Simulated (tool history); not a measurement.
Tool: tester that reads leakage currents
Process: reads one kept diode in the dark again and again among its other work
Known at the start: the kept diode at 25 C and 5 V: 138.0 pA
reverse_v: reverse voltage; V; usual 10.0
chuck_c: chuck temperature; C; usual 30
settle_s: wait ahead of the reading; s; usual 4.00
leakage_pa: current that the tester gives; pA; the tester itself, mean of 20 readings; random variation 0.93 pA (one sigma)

Run 1, hour 0.0: usual settings. Result: leakage_pa 296.19 pA.
Run 2, hour 27.4: usual settings. Result: leakage_pa 296.71 pA.
Run 3, hour 67.7: usual settings. Result: leakage_pa 296.24 pA.
Run 4, hour 111.5: usual settings. Result: leakage_pa 293.23 pA.
Run 5, hour 157.4: usual settings but chuck_c 29 C. Result: leakage_pa 268.07 pA.
Run 6, hour 189.1: usual settings but chuck_c 29 C. Result: leakage_pa 269.18 pA.
Run 7, hour 226.9: usual settings but chuck_c 29 C. Result: leakage_pa 267.94 pA.
Run 8, hour 263.9: usual settings but chuck_c 44 C. Result: leakage_pa 927.97 pA.
Run 9, hour 288.6: usual settings but chuck_c 28 C. Result: leakage_pa 244.84 pA.
Run 10, hour 333.2: usual settings but chuck_c 28 C. Result: leakage_pa 243.64 pA.
Run 11, hour 361.3: usual settings. Result: leakage_pa 289.40 pA.
Run 12, hour 402.4: usual settings but chuck_c 46 C. Result: leakage_pa 1075.05 pA.
Run 13, hour 440.4: usual settings but chuck_c 46 C. Result: leakage_pa 1072.52 pA.
Run 14, hour 475.3: usual settings but chuck_c 46 C. Result: leakage_pa 1069.79 pA.
Run 15, hour 504.2: usual settings. Result: leakage_pa 285.00 pA.
Run 16, hour 530.2: usual settings. Result: leakage_pa 284.91 pA.
Run 17, hour 575.3: usual settings. Result: leakage_pa 285.25 pA.
Run 18, hour 603.1: usual settings but reverse_v 2.2 V, settle_s 6.30 s. Result: leakage_pa 126.74 pA.
Run 19, hour 631.2: usual settings but reverse_v 7.1 V, settle_s 0.41 s. Result: leakage_pa 237.47 pA.
Run 20, hour 661.0: usual settings but reverse_v 7.1 V, settle_s 0.41 s. Result: leakage_pa 237.00 pA.
Run 21, hour 687.6: usual settings but reverse_v 5.6 V, chuck_c 35 C. Result: leakage_pa 317.79 pA.
Run 22, hour 709.9: usual settings but reverse_v 5.6 V, chuck_c 35 C. Result: leakage_pa 316.36 pA.
Run 23, hour 745.5: usual settings but reverse_v 1.3 V. Result: leakage_pa 95.84 pA.
Run 24, hour 767.4: usual settings but reverse_v 1.3 V. Result: leakage_pa 95.64 pA.
Run 25, hour 790.1: usual settings but reverse_v 6.8 V, settle_s 0.64 s. Result: leakage_pa 228.73 pA.
Run 26, hour 835.7: usual settings but reverse_v 6.8 V, settle_s 0.64 s. Result: leakage_pa 228.81 pA.
Run 27, hour 881.6: usual settings but reverse_v 7.0 V, chuck_c 39 C, settle_s 1.12 s. Result: leakage_pa 494.51 pA.
Run 28, hour 902.5: usual settings but reverse_v 12.0 V, chuck_c 28 C, settle_s 3.58 s. Result: leakage_pa 257.68 pA.
Run 29, hour 944.7: usual settings but reverse_v 12.0 V, chuck_c 28 C, settle_s 3.58 s. Result: leakage_pa 258.04 pA.
Run 30, hour 984.6: usual settings but reverse_v 8.2 V, chuck_c 28 C, settle_s 1.59 s. Result: leakage_pa 210.54 pA.
Run 31, hour 1031.1: usual settings but reverse_v 6.7 V, chuck_c 48 C. Result: leakage_pa 972.72 pA.
Run 32, hour 1063.9: usual settings but chuck_c 36 C, settle_s 1.63 s. Result: leakage_pa 455.26 pA.
Run 33, hour 1098.1: usual settings but reverse_v 12.6 V, settle_s 2.46 s. Result: leakage_pa 312.82 pA.

Some steps in leakage_pa between neighbouring runs. How much of each would the tool show without its hidden state too (settings, what came in, random variation), and how much is left for the hidden state, with any gauge scatter that isn't in both results?
The hidden state here: stray current of the dirty probe card, pA a volt; current scale over the true one, %; true chuck temperature over the reading, C; drift of the gauge itself on leakage_pa, %.
Run 11 -> 12: chuck_c 30 -> 46. leakage_pa +785.65 pA: hidden state -66.71, all else +852.36.
Run 14 -> 15: chuck_c 46 -> 30. leakage_pa -784.79 pA: hidden state +69.67, all else -854.46.
Run 30 -> 31: reverse_v 8.2 -> 6.7, chuck_c 28 -> 48, settle_s 1.59 -> 4.00. leakage_pa +762.18 pA: hidden state -103.25, all else +865.43.
Run 31 -> 32: reverse_v 6.7 -> 10.0, chuck_c 48 -> 36, settle_s 4.00 -> 1.63. leakage_pa -517.46 pA: hidden state +68.51, all else -585.97.
